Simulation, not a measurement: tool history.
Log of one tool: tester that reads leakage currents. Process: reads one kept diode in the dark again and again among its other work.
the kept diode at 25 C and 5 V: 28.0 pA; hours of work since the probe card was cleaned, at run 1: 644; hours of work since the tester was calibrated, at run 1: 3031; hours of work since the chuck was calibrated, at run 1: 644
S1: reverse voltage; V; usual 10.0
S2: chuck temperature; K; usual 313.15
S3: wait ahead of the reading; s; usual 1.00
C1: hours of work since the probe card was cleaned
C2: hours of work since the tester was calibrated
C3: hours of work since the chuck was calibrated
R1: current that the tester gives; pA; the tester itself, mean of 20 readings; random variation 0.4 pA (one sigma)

Run 1, hour 0.0: usual settings; C1 644; C2 3031; C3 644. Result: R1 140.89 pA.
Run 2, hour 171.3: usual settings; C1 746; C2 3133; C3 746. Result: R1 142.05 pA.
Run 3, hour 344.7: usual settings; C1 848; C2 3235; C3 848. Result: R1 143.98 pA.
Run 4, hour 513.7: usual settings; C1 948; C2 3335; C3 948. Result: R1 145.76 pA.
Run 5, hour 594.4: usual settings; C1 996; C2 3383; C3 996. Result: R1 145.78 pA.
Run 6, hour 759.8: usual settings; C1 1094; C2 3481; C3 1094. Result: R1 148.52 pA.
Run 7, hour 848.3: usual settings; C1 1146; C2 3533; C3 1146. Result: R1 148.48 pA.
Run 8, hour 950.7: usual settings but S3 0.53 s; C1 1207; C2 3594; C3 1207. Result: R1 152.33 pA.
Run 9, hour 1028.3: usual settings but S2 295.15 K; C1 1253; C2 3640; C3 1253. Result: R1 42.91 pA.
Run 10, hour 1196.5: usual settings but S2 312.15 K; C1 1352; C2 3739; C3 1352. Result: R1 142.00 pA.
Run 11, hour 1281.0: usual settings but S2 312.15 K; C1 1402; C2 3789; C3 1402. Result: R1 142.26 pA.
Run 12, hour 1445.9: usual settings but S2 312.15 K; C1 1500; C2 3887; C3 1500. Result: R1 143.92 pA.
At hour 1528.4: chuck's temperature calibrated.
Run 13, hour 1550.5: usual settings but S1 1.9 V, S3 1.10 s; C1 1561; C2 3948; C3 13. Result: R1 56.08 pA.
Run 14, hour 1676.3: usual settings but S1 1.9 V, S3 1.10 s; C1 1635; C2 4022; C3 88. Result: R1 56.25 pA.
Run 15, hour 1775.0: usual settings but S1 1.9 V, S3 1.10 s; C1 1694; C2 4081; C3 146. Result: R1 56.82 pA.
Run 16, hour 1904.9: usual settings but S1 1.9 V, S3 1.10 s; C1 1771; C2 4157; C3 223. Result: R1 57.07 pA.
Run 17, hour 2082.7: usual settings but S1 1.1 V, S2 328.15 K, S3 5.25 s; C1 1876; C2 4263; C3 328. Result: R1 121.46 pA.
Run 18, hour 2166.1: usual settings but S1 9.7 V, S2 317.15 K, S3 0.37 s; C1 1925; C2 4312; C3 377. Result: R1 191.05 pA.
Run 19, hour 2347.0: usual settings but S1 9.7 V, S2 317.15 K, S3 0.37 s; C1 2032; C2 4419; C3 484. Result: R1 193.95 pA.
Run 20, hour 2504.4: usual settings but S1 13.0 V, S2 301.15 K, S3 5.99 s; C1 2125; C2 4512; C3 578. Result: R1 72.93 pA.
Run 21, hour 2606.4: usual settings but S1 8.5 V, S2 320.15 K, S3 2.11 s; C1 2186; C2 4573; C3 638. Result: R1 216.97 pA.
Run 22, hour 2722.1: usual settings but S2 306.15 K; C1 2254; C2 4641; C3 706. Result: R1 92.25 pA.
Run 23, hour 2813.3: usual settings but S2 299.15 K; C1 2308; C2 4695; C3 760. Result: R1 58.62 pA.

5 ways to go on from here, each from the tool as it stands after run 23. What would each give?
Run A, hour 2894.5: usual settings but S1 1.3 V, S2 299.15 K; C1 2356; C2 4743; C3 809. Result: R1 ?.
Run B, hour 2894.5: usual settings; C1 2356; C2 4743; C3 809. Result: R1 ?.
Run C, hour 2894.5: usual settings but S1 1.1 V, S2 299.15 K; C1 2356; C2 4743; C3 809. Result: R1 ?.
Run D, hour 2894.5: usual settings but S2 309.15 K, S3 1.87 s; C1 2356; C2 4743; C3 809. Result: R1 ?.
Run E, hour 2894.5: usual settings but S1 9.0 V, S2 299.15 K; C1 2356; C2 4743; C3 809. Result: R1 ?.

run      R1
  A   17.55
  B  150.84
  C   16.15
  D  113.16
  E   54.98
Without the tool's hidden state the same runs would have given:
run      R1
  A   15.33
  B  133.58
  C   14.18
  D   97.98
  E   44.26
